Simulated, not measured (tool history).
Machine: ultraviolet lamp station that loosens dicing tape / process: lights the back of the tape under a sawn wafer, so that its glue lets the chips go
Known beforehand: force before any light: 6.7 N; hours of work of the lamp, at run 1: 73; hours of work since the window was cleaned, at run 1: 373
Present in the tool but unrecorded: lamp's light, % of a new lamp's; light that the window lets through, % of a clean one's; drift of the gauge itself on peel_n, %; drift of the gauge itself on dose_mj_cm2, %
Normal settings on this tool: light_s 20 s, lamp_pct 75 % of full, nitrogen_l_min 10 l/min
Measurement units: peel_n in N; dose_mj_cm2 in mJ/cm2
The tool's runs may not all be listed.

run	hour	light_s	lamp_pct	nitrogen_l_min	hours of work of the lamp	hours of work since the window was cleaned	peel_n	dose_mj_cm2
1	0	20	75	10	73	373	0.614	495
2	24.5	20	75	10	89	389	0.6	495
3	44.1	20	75	10	101	401	0.606	497
4	57.6	20	75	10	110	410	0.597	496
5	82.4	20	75	14	126	426	0.453	487
6	110.9	20	75	10	144	445	0.604	493
7	125.7	20	75	10	154	454	0.62	486
8	152.9	20	75	10	171	472	0.59	496
# hour 175.1: window cleaned of glue's vapour
9	179.9	20	90	18	188	3	0.253	582
10	207.6	20	90	18	206	21	0.246	590
11	237.2	20	70	4	225	40	1.326	455
12	250.7	18	60	6	234	49	1.557	352
13	277.7	18	70	18	251	66	0.584	414

Branching from run 13: 3 alternative next runs. What would each branch give?
A	295	21	75	11	263	77	?	?
B	295	23	70	18	263	77	?	?
C	295	31	75	10	263	77	?	?

run	peel_n	dose_mj_cm2
A	0.484	515
B	0.324	522
C	0.222	759
Had the tool no hidden state, the same runs would have come out as:
run	peel_n	dose_mj_cm2
A	0.482	516
B	0.322	523
C	0.221	761

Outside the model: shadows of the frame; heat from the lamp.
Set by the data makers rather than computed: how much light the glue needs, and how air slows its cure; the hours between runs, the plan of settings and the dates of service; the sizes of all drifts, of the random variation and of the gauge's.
